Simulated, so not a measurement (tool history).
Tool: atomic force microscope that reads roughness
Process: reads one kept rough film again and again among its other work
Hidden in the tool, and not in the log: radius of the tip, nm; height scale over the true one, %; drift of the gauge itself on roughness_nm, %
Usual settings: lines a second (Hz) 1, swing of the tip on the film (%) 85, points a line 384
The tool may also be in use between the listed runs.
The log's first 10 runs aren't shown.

| run | hour | lines a second (Hz) | swing of the tip on the film (%) | points a line | pictures with this tip | hours of work since the height scale was calibrated | roughness of the kept film (nm (root mean square)) |
|---|---|---|---|---|---|---|---|
|  | 391.5 | new tip fitted |
| 11 | 406.5 | 1 | 85 | 991 | 28 | 1289 | 3.634 |
| 12 | 453.1 | 1 | 85 | 991 | 117 | 1320 | 3.402 |
| 13 | 492 | 1 | 62 | 991 | 191 | 1346 | 3.443 |
| 14 | 530.2 | 1 | 85 | 384 | 263 | 1371 | 3.043 |
|  | 543 | new tip fitted |
|  | 544 | height scale calibrated on a step standard |
| 15 | 574.9 | 1 | 85 | 384 | 59 | 20 | 3.515 |
| 16 | 601.7 | 1 | 85 | 384 | 110 | 38 | 3.358 |
| 17 | 638.2 | 1 | 85 | 384 | 179 | 62 | 3.217 |
| 18 | 672.8 | 1 | 85 | 365 | 244 | 85 | 3.069 |
|  | 699.5 | height scale calibrated on a step standard, once more |
|  | 700 | new tip fitted |
| 19 | 702.5 | 1 | 85 | 365 | 5 | 2 | 3.78 |
| 20 | 731.5 | 1 | 85 | 365 | 60 | 21 | 3.64 |
| 21 | 786.6 | 0.58 | 85 | 365 | 165 | 57 | 3.466 |
| 22 | 842.3 | 1 | 85 | 384 | 270 | 94 | 3.093 |
|  | 851.8 | new tip fitted |
| 23 | 876.4 | 3.07 | 86 | 439 | 47 | 116 | 3.043 |
| 24 | 932.2 | 1 | 61 | 407 | 153 | 152 | 3.552 |
| 25 | 984.8 | 3.21 | 62 | 645 | 252 | 187 | 3.113 |
|  | 1002.5 | new tip fitted |
| 26 | 1017 | 3.21 | 62 | 645 | 28 | 208 | 3.746 |
| 27 | 1074.1 | 3.21 | 62 | 827 | 136 | 245 | 3.417 |
| 28 | 1116.7 | 3.21 | 79 | 268 | 217 | 273 | 2.822 |
| 29 | 1147.5 | 3.34 | 62 | 454 | 275 | 293 | 3.093 |
|  | 1154.5 | new tip fitted |
| 30 | 1186.7 | 3.34 | 62 | 454 | 61 | 319 | 3.625 |

The next listed run, before its measurement:
| 31 | 1221.9 | 2.02 | 59 | 606 | 128 | 342 | ? |

{"run 31": {"roughness of the kept film (nm (root mean square))": 3.609}}
Without the tool's hidden state the same run would have given roughness of the kept film (nm (root mean square)) 4.055.
